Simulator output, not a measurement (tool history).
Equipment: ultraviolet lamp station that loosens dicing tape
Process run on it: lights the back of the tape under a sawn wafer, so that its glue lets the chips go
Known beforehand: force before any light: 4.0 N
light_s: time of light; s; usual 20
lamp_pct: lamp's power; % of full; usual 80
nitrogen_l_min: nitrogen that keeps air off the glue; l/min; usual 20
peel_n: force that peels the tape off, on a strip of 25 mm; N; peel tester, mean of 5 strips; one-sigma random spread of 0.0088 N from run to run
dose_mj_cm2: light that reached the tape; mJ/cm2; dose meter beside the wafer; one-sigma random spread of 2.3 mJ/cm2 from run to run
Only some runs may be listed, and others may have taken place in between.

Run 1, hour 0.0: usual settings. Result: peel_n 0.380 N, dose_mj_cm2 211 mJ/cm2.
Run 2, hour 4.7: usual settings. Result: peel_n 0.395 N, dose_mj_cm2 208 mJ/cm2.
Run 3, hour 12.2: usual settings. Result: peel_n 0.399 N, dose_mj_cm2 212 mJ/cm2.
Run 4, hour 17.2: usual settings but nitrogen_l_min 16 l/min. Result: peel_n 0.441 N, dose_mj_cm2 210 mJ/cm2.
Run 5, hour 26.3: usual settings but nitrogen_l_min 16 l/min. Result: peel_n 0.432 N, dose_mj_cm2 205 mJ/cm2.
Run 6, hour 35.4: usual settings. Result: peel_n 0.403 N, dose_mj_cm2 204 mJ/cm2.
Run 7, hour 42.3: usual settings but lamp_pct 72 % of full. Result: peel_n 0.479 N, dose_mj_cm2 184 mJ/cm2.
Run 8, hour 48.3: usual settings but lamp_pct 72 % of full. Result: peel_n 0.472 N, dose_mj_cm2 186 mJ/cm2.
Run 9, hour 55.1: usual settings but lamp_pct 66 % of full. Result: peel_n 0.545 N, dose_mj_cm2 175 mJ/cm2.
Run 10, hour 63.2: usual settings but light_s 38 s, lamp_pct 82 % of full, nitrogen_l_min 18 l/min. Result: peel_n 0.206 N, dose_mj_cm2 401 mJ/cm2.
At hour 64.4: window cleaned of glue's vapour.
Run 11, hour 68.7: usual settings but light_s 17 s, lamp_pct 82 % of full, nitrogen_l_min 18 l/min. Result: peel_n 0.555 N, dose_mj_cm2 176 mJ/cm2.
Run 12, hour 75.3: usual settings but light_s 39 s, lamp_pct 79 % of full, nitrogen_l_min 10 l/min. Result: peel_n 0.247 N, dose_mj_cm2 385 mJ/cm2.
Run 13, hour 81.0: usual settings but light_s 33 s, lamp_pct 79 % of full, nitrogen_l_min 10 l/min. Result: peel_n 0.305 N, dose_mj_cm2 326 mJ/cm2.
Run 14, hour 84.8: usual settings but light_s 29 s, lamp_pct 79 % of full, nitrogen_l_min 10 l/min. Result: peel_n 0.345 N, dose_mj_cm2 285 mJ/cm2.
Run 15, hour 92.3: usual settings but light_s 29 s, lamp_pct 82 % of full, nitrogen_l_min 30 l/min. Result: peel_n 0.237 N, dose_mj_cm2 299 mJ/cm2.
Run 16, hour 100.3: usual settings but light_s 29 s, lamp_pct 82 % of full, nitrogen_l_min 30 l/min. Result: peel_n 0.241 N, dose_mj_cm2 296 mJ/cm2.

Difference, measured minus no-hidden-state, one row per run. Run-to-run variation is common to both terms; the gauge's own scatter need not be:
Hidden conditions of the tool in this case: lamp's light, % of a new lamp's; light that the window lets through, % of a clean one's; drift of the gauge itself on peel_n, %; drift of the gauge itself on dose_mj_cm2, %.
run  peel_n  dose_mj_cm2
  1  +0.038          -16
  2  +0.041          -16
  3  +0.042          -16
  4  +0.049          -17
  5  +0.050          -18
  6  +0.047          -19
  7  +0.060          -17
  8  +0.061          -18
  9  +0.072          -17
 10  +0.007          -41
 11  +0.088          -21
 12  +0.018          -48
 13  +0.035          -41
 14  +0.050          -36
 15  +0.017          -40
 16  +0.017          -40

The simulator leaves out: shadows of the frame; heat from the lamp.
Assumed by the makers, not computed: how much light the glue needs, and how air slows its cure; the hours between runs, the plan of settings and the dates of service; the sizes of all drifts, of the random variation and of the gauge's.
